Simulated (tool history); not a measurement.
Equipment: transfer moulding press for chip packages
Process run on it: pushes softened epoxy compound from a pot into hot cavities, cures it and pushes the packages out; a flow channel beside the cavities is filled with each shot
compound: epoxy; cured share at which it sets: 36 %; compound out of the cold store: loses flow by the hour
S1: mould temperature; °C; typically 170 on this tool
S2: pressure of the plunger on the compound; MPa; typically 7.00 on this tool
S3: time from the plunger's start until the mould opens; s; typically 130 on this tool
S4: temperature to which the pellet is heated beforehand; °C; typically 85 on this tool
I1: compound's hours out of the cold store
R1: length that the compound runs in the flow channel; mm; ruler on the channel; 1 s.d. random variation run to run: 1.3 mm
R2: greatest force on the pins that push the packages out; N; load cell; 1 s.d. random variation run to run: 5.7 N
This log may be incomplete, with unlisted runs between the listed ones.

{"run": 1, "hour": 0.0, "S1": 170, "S2": 7.0, "S3": 130, "S4": 85, "I1": 40.7, "R1": 533, "R2": 302}
{"hour": 12.6, "done": "cavities cleaned with cleaning compound and waxed"}
{"run": 2, "hour": 39.3, "S1": 170, "S2": 7.0, "S3": 130, "S4": 85, "I1": 13.6, "R1": 584, "R2": 445}
{"run": 3, "hour": 71.4, "S1": 170, "S2": 7.0, "S3": 130, "S4": 85, "I1": 46.0, "R1": 518, "R2": 408}
{"hour": 76.4, "done": "cavities cleaned with cleaning compound and waxed"}
{"run": 4, "hour": 94.6, "S1": 170, "S2": 7.0, "S3": 130, "S4": 85, "I1": 24.8, "R1": 557, "R2": 268}
{"hour": 137.6, "done": "cavities cleaned with cleaning compound and waxed"}
{"run": 5, "hour": 139.4, "S1": 170, "S2": 7.0, "S3": 153, "S4": 85, "I1": 19.8, "R1": 564, "R2": 179}
{"hour": 161.2, "done": "cavities cleaned with cleaning compound and waxed, once more"}
{"run": 6, "hour": 162.8, "S1": 170, "S2": 6.12, "S3": 130, "S4": 85, "I1": 34.4, "R1": 501, "R2": 207}
{"hour": 182.1, "done": "plunger's sealing rings changed"}
{"run": 7, "hour": 197.5, "S1": 170, "S2": 6.12, "S3": 130, "S4": 85, "I1": 24.0, "R1": 534, "R2": 297}
{"run": 8, "hour": 220.5, "S1": 170, "S2": 6.12, "S3": 130, "S4": 85, "I1": 30.6, "R1": 518, "R2": 335}
{"hour": 225.6, "done": "cavities cleaned with cleaning compound and waxed"}
{"run": 9, "hour": 250.0, "S1": 170, "S2": 6.12, "S3": 130, "S4": 85, "I1": 27.0, "R1": 523, "R2": 277}
{"run": 10, "hour": 283.3, "S1": 170, "S2": 6.12, "S3": 130, "S4": 85, "I1": 33.9, "R1": 512, "R2": 333}
{"hour": 288.9, "done": "cavities cleaned with cleaning compound and waxed"}
{"run": 11, "hour": 308.9, "S1": 170, "S2": 7.0, "S3": 130, "S4": 85, "I1": 13.0, "R1": 587, "R2": 261}
{"run": 12, "hour": 343.2, "S1": 170, "S2": 7.0, "S3": 130, "S4": 84, "I1": 36.8, "R1": 540, "R2": 318}
{"hour": 350.8, "done": "cavities cleaned with cleaning compound and waxed"}
{"run": 13, "hour": 385.0, "S1": 170, "S2": 7.0, "S3": 130, "S4": 84, "I1": 27.9, "R1": 557, "R2": 293}
{"hour": 412.7, "done": "cavities cleaned with cleaning compound and waxed"}
{"run": 14, "hour": 414.9, "S1": 170, "S2": 8.13, "S3": 130, "S4": 85, "I1": 13.7, "R1": 629, "R2": 212}
{"run": 15, "hour": 439.4, "S1": 170, "S2": 7.0, "S3": 130, "S4": 85, "I1": 34.5, "R1": 537, "R2": 272}
{"run": 16, "hour": 470.7, "S1": 176, "S2": 5.37, "S3": 130, "S4": 81, "I1": 19.2, "R1": 486, "R2": 268}

Expected results for the next run?
{"hour": 476.2, "done": "cavities cleaned with cleaning compound and waxed"}
{"run": 17, "hour": 504.9, "S1": 169, "S2": 7.8, "S3": 130, "S4": 85, "I1": 36.5, "R1": "?", "R2": "?"}

Run 17 came out at R1 567 mm, R2 276 N.
With no hidden state in the tool, this same run would have given R1 580 mm, R2 214 N.

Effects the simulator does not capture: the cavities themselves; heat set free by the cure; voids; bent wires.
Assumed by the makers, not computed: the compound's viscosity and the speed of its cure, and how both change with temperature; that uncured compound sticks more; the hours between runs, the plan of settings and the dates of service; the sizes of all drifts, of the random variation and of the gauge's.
